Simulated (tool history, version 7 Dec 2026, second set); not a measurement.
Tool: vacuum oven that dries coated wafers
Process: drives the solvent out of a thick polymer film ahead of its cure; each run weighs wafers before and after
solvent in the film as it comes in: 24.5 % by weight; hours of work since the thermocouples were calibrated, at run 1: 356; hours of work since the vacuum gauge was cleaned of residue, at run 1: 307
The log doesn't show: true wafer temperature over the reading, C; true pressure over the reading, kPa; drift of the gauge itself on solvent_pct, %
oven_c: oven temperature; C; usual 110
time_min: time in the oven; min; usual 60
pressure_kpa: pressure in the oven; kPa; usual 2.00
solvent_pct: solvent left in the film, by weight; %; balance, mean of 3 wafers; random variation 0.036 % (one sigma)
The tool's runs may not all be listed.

run   hour  oven_c  time_min  pressure_kpa  hours of work since the thermocouples were calibrated  hours of work since the vacuum gauge was cleaned of residue  solvent_pct
  1    0.0     110        60          2.00                                                    356                                                          307         6.49
  2   27.8     110        60          2.00                                                    373                                                          324         6.47
  3   64.6     110        60          2.00                                                    396                                                          346         6.50
  4   98.7     110        60          2.00                                                    417                                                          367         6.45
  5  154.2      98        60          2.00                                                    451                                                          401        11.88
  6  200.8     110        60          2.00                                                    479                                                          429         6.43
  7  240.1     110        82          2.00                                                    503                                                          453         4.44
  8  282.5     110        82          2.00                                                    529                                                          479         4.43
  9  312.9     110        90          2.00                                                    547                                                          498         3.83
 10  372.5     110        60          2.00                                                    584                                                          534         6.35
 11  418.6     118        60          2.00                                                    612                                                          562         3.27
 12  460.8     106        60          6.28                                                    638                                                          588        10.05
 13  488.4     106        60          6.28                                                    654                                                          605        10.06
     493.6  -- vacuum gauge cleaned of residue and calibrated
 14  531.1     106        68          1.12                                                    680                                                           23         6.81
     565.3  -- oven's thermocouples calibrated
 15  579.2     115        69          1.12                                                      8                                                           51         3.44
 16  632.4     110        60          1.61                                                     41                                                           84         6.40
     650.8  -- vacuum gauge cleaned of residue and calibrated, once more
 17  665.7     103        79          1.85                                                     60                                                            9         7.72
 18  711.9     103        79          1.85                                                     89                                                           37         7.72
 19  743.1     103        79          1.85                                                    108                                                           56         7.61

Forecast each of these 3 alternatives for the next run:
  A  780.3      96        83          2.00                                                    130                                                           79            ?
  B  780.3     103        97          1.41                                                    130                                                           79            ?
  C  780.3     101        61          7.68                                                    130                                                           79            ?

run  solvent_pct
  A        10.71
  B         6.01
  C        13.08
Without the tool's hidden state the same runs would have given:
run  solvent_pct
  A        10.86
  B         6.15
  C        13.23
